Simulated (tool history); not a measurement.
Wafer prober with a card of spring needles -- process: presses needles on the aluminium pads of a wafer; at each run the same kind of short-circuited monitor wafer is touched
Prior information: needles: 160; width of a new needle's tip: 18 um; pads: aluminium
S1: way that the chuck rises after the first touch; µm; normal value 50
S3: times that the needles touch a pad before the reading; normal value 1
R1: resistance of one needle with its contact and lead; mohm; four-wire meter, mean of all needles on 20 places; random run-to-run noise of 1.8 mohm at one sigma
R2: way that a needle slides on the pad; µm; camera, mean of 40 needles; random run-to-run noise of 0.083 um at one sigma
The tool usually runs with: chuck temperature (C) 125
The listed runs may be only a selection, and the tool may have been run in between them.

Run 1, hour 0.0: usual settings. Result: R1 195 mohm, R2 12.91 µm.
At hour 19.3: tips cleaned on abrasive film.
Run 2, hour 35.2: usual settings. Result: R1 195 mohm, R2 12.81 µm.
At hour 38.4: tips cleaned on abrasive film.
At hour 56.1: tips cleaned on abrasive film.
At hour 74.6: tips cleaned on abrasive film.
Run 3, hour 77.1: usual settings. Result: R1 195 mohm, R2 12.99 µm.
At hour 94.3: tips cleaned on abrasive film.
Run 4, hour 103.3: usual settings. Result: R1 192 mohm, R2 12.84 µm.
At hour 112.7: tips cleaned on abrasive film.
At hour 131.8: tips cleaned on abrasive film.
Run 5, hour 137.5: usual settings but S3 2. Result: R1 195 mohm, R2 12.92 µm.
At hour 149.3: tips cleaned on abrasive film.
At hour 168.6: tips cleaned on abrasive film.
At hour 183.3: height of the first contact set anew.
Run 6, hour 185.5: usual settings but chuck temperature (C) 64. Result: R1 178 mohm, R2 12.89 µm.
At hour 188.5: tips cleaned on abrasive film.
At hour 206.8: tips cleaned on abrasive film.
Run 7, hour 221.3: usual settings but chuck temperature (C) 64. Result: R1 183 mohm, R2 12.85 µm.
At hour 225.6: tips cleaned on abrasive film.
At hour 246.0: tips cleaned on abrasive film.
Run 8, hour 249.8: usual settings but chuck temperature (C) 64. Result: R1 181 mohm, R2 12.97 µm.
At hour 265.2: tips cleaned on abrasive film.
Run 9, hour 280.9: usual settings but chuck temperature (C) 64. Result: R1 182 mohm, R2 12.82 µm.
At hour 285.2: tips cleaned on abrasive film.
At hour 303.7: tips cleaned on abrasive film.
Run 10, hour 303.7: usual settings but S1 39 µm. Result: R1 203 mohm, R2 10.07 µm.
At hour 321.1: tips cleaned on abrasive film.
Run 11, hour 327.8: usual settings. Result: R1 196 mohm, R2 12.87 µm.
At hour 339.5: tips cleaned on abrasive film.
Run 12, hour 354.5: usual settings. Result: R1 192 mohm, R2 12.89 µm.
At hour 358.2: tips cleaned on abrasive film.
At hour 377.5: tips cleaned on abrasive film.
At hour 398.4: tips cleaned on abrasive film.
Run 13, hour 398.4: usual settings. Result: R1 192 mohm, R2 12.99 µm.
At hour 416.1: tips cleaned on abrasive film.
At hour 436.3: tips cleaned on abrasive film.
Run 14, hour 442.9: usual settings. Result: R1 188 mohm, R2 13.05 µm.
At hour 456.9: tips cleaned on abrasive film.
Run 15, hour 467.9: usual settings. Result: R1 192 mohm, R2 12.87 µm.
At hour 476.3: tips cleaned on abrasive film.
At hour 495.1: tips cleaned on abrasive film.
At hour 513.6: tips cleaned on abrasive film.
Run 16, hour 513.6: usual settings but S1 39 µm, chuck temperature (C) 102. Result: R1 195 mohm, R2 10.12 µm.
At hour 532.5: tips cleaned on abrasive film.
At hour 549.5: tips cleaned on abrasive film.
Run 17, hour 549.5: usual settings but S1 39 µm, chuck temperature (C) 102. Result: R1 195 mohm, R2 10.10 µm.
At hour 569.2: tips cleaned on abrasive film.
Run 18, hour 578.6: usual settings but S1 53 µm. Result: R1 195 mohm, R2 13.85 µm.
At hour 588.5: tips cleaned on abrasive film.
At hour 607.4: tips cleaned on abrasive film.
Run 19, hour 610.4: usual settings but S1 53 µm. Result: R1 193 mohm, R2 13.84 µm.
At hour 625.9: tips cleaned on abrasive film.
At hour 642.9: tips cleaned on abrasive film.
Run 20, hour 651.5: usual settings but S1 31 µm, chuck temperature (C) 47. Result: R1 190 mohm, R2 7.89 µm.
At hour 660.9: tips cleaned on abrasive film.
At hour 679.3: tips cleaned on abrasive film.
Run 21, hour 693.0: usual settings but S1 36 µm, chuck temperature (C) 45. Result: R1 183 mohm, R2 9.43 µm.
At hour 698.0: tips cleaned on abrasive film.
At hour 715.4: tips cleaned on abrasive film.
At hour 733.5: tips cleaned on abrasive film.
Run 22, hour 733.9: usual settings but S1 60 µm, chuck temperature (C) 45. Result: R1 173 mohm, R2 15.53 µm.
At hour 751.5: tips cleaned on abrasive film.
At hour 769.3: tips cleaned on abrasive film.
Run 23, hour 769.3: usual settings but S1 63 µm, S3 2. Result: R1 189 mohm, R2 16.36 µm.

Each row is a separate what-if for the run after 23, all from the same tool condition, not one after another. Results?
At hour 788.7: tips cleaned on abrasive film.
Run A, hour 800.6: usual settings but S1 60 µm, chuck temperature (C) 76, S3 3. Result: R1 ?, R2 ?.
At hour 788.7: tips cleaned on abrasive film.
Run B, hour 800.6: usual settings but S1 37 µm, chuck temperature (C) 124. Result: R1 ?, R2 ?.
At hour 788.7: tips cleaned on abrasive film.
Run C, hour 800.6: usual settings but S1 31 µm, chuck temperature (C) 48. Result: R1 ?, R2 ?.
At hour 788.7: tips cleaned on abrasive film.
Run D, hour 800.6: usual settings but S1 63 µm, chuck temperature (C) 36, S3 3. Result: R1 ?, R2 ?.

run   R1     R2
  A  178  15.40
  B  202   9.64
  C  188   7.97
  D  173  16.38
Take away the tool's hidden state, keep each run's random variation, and the runs would have read:
run   R1     R2
  A  178  15.41
  B  202   9.64
  C  188   7.97
  D  173  16.38

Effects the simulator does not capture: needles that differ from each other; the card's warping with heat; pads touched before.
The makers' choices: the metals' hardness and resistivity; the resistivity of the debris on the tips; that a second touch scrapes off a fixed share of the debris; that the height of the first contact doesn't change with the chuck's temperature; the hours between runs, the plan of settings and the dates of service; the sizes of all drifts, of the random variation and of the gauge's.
